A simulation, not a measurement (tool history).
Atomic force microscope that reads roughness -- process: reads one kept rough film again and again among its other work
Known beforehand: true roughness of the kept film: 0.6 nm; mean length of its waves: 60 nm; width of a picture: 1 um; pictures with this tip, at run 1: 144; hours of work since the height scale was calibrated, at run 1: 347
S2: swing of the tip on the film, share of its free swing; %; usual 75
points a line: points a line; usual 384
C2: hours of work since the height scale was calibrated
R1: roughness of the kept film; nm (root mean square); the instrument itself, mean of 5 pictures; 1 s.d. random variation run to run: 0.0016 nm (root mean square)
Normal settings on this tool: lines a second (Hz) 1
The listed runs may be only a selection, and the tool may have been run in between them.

run 1 hour=0 | lines_a_second_(Hz)=1 S2=75 points_a_line=384 | pictures_with_this_tip=144 C2=347 | R1=0.564
run 2 hour=13.6 | lines_a_second_(Hz)=1 S2=75 points_a_line=384 | pictures_with_this_tip=155 C2=353 | R1=0.564
run 3 hour=26.2 | lines_a_second_(Hz)=1 S2=75 points_a_line=384 | pictures_with_this_tip=166 C2=358 | R1=0.564
run 4 hour=40.3 | lines_a_second_(Hz)=1 S2=75 points_a_line=384 | pictures_with_this_tip=178 C2=364 | R1=0.56
run 5 hour=51.5 | lines_a_second_(Hz)=1 S2=75 points_a_line=384 | pictures_with_this_tip=188 C2=369 | R1=0.559
-- hour=53.6 new tip fitted
run 6 hour=73.7 | lines_a_second_(Hz)=1 S2=87 points_a_line=384 | pictures_with_this_tip=17 C2=378 | R1=0.547
run 7 hour=86.7 | lines_a_second_(Hz)=1 S2=87 points_a_line=384 | pictures_with_this_tip=28 C2=384 | R1=0.546
run 8 hour=99.8 | lines_a_second_(Hz)=1 S2=87 points_a_line=384 | pictures_with_this_tip=40 C2=389 | R1=0.546
run 9 hour=117.5 | lines_a_second_(Hz)=1 S2=87 points_a_line=384 | pictures_with_this_tip=55 C2=397 | R1=0.544
run 10 hour=140.4 | lines_a_second_(Hz)=1 S2=87 points_a_line=384 | pictures_with_this_tip=74 C2=406 | R1=0.545
run 11 hour=155.5 | lines_a_second_(Hz)=0.63 S2=87 points_a_line=384 | pictures_with_this_tip=87 C2=413 | R1=0.563
run 12 hour=178.4 | lines_a_second_(Hz)=0.85 S2=87 points_a_line=384 | pictures_with_this_tip=107 C2=423 | R1=0.55
run 13 hour=202.6 | lines_a_second_(Hz)=0.85 S2=87 points_a_line=384 | pictures_with_this_tip=127 C2=433 | R1=0.55
run 14 hour=220.4 | lines_a_second_(Hz)=1.09 S2=75 points_a_line=384 | pictures_with_this_tip=143 C2=440 | R1=0.562
run 15 hour=230.8 | lines_a_second_(Hz)=1.09 S2=75 points_a_line=384 | pictures_with_this_tip=151 C2=445 | R1=0.56
run 16 hour=248.6 | lines_a_second_(Hz)=1.09 S2=60 points_a_line=420 | pictures_with_this_tip=167 C2=452 | R1=0.578
run 17 hour=265.1 | lines_a_second_(Hz)=0.5 S2=76 points_a_line=420 | pictures_with_this_tip=181 C2=459 | R1=0.574
-- hour=275.2 new tip fitted
run 18 hour=282 | lines_a_second_(Hz)=3.06 S2=68 points_a_line=609 | pictures_with_this_tip=6 C2=466 | R1=0.543
run 19 hour=303.4 | lines_a_second_(Hz)=3.06 S2=88 points_a_line=686 | pictures_with_this_tip=24 C2=475 | R1=0.461
-- hour=305.6 height scale calibrated on a step standard
run 20 hour=325.5 | lines_a_second_(Hz)=3.06 S2=88 points_a_line=686 | pictures_with_this_tip=42 C2=8 | R1=0.456
run 21 hour=339.6 | lines_a_second_(Hz)=3.06 S2=60 points_a_line=258 | pictures_with_this_tip=54 C2=14 | R1=0.561
run 22 hour=349.6 | lines_a_second_(Hz)=1.97 S2=75 points_a_line=384 | pictures_with_this_tip=63 C2=19 | R1=0.541
run 23 hour=366.5 | lines_a_second_(Hz)=0.63 S2=79 points_a_line=264 | pictures_with_this_tip=77 C2=26 | R1=0.576
run 24 hour=379.8 | lines_a_second_(Hz)=0.54 S2=85 points_a_line=384 | pictures_with_this_tip=89 C2=32 | R1=0.57
run 25 hour=390.9 | lines_a_second_(Hz)=0.73 S2=85 points_a_line=278 | pictures_with_this_tip=98 C2=36 | R1=0.558
run 26 hour=404.6 | lines_a_second_(Hz)=0.73 S2=85 points_a_line=278 | pictures_with_this_tip=110 C2=42 | R1=0.562
run 27 hour=426.1 | lines_a_second_(Hz)=0.8 S2=85 points_a_line=814 | pictures_with_this_tip=128 C2=51 | R1=0.558
-- hour=429 height scale calibrated on a step standard, once more
run 28 hour=448.8 | lines_a_second_(Hz)=0.8 S2=85 points_a_line=814 | pictures_with_this_tip=147 C2=8 | R1=0.551
run 29 hour=468.8 | lines_a_second_(Hz)=2.26 S2=78 points_a_line=256 | pictures_with_this_tip=164 C2=17 | R1=0.518

Each row is a separate what-if for the run after 29, all from the same tool condition, not one after another. Results?
run A hour=485.3 | lines_a_second_(Hz)=0.78 S2=56 points_a_line=433 | pictures_with_this_tip=178 C2=24 | R1=?
run B hour=485.3 | lines_a_second_(Hz)=0.79 S2=83 points_a_line=662 | pictures_with_this_tip=178 C2=24 | R1=?
run C hour=485.3 | lines_a_second_(Hz)=2.98 S2=87 points_a_line=511 | pictures_with_this_tip=178 C2=24 | R1=?
run D hour=485.3 | lines_a_second_(Hz)=3.21 S2=80 points_a_line=585 | pictures_with_this_tip=178 C2=24 | R1=?
run E hour=485.3 | lines_a_second_(Hz)=1 S2=85 points_a_line=384 | pictures_with_this_tip=178 C2=24 | R1=?

run=A R1=0.579
run=B R1=0.555
run=C R1=0.46
run=D R1=0.483
run=E R1=0.541
With no hidden state in the tool, these same runs would have given:
run=A R1=0.587
run=B R1=0.563
run=C R1=0.467
run=D R1=0.49
run=E R1=0.549
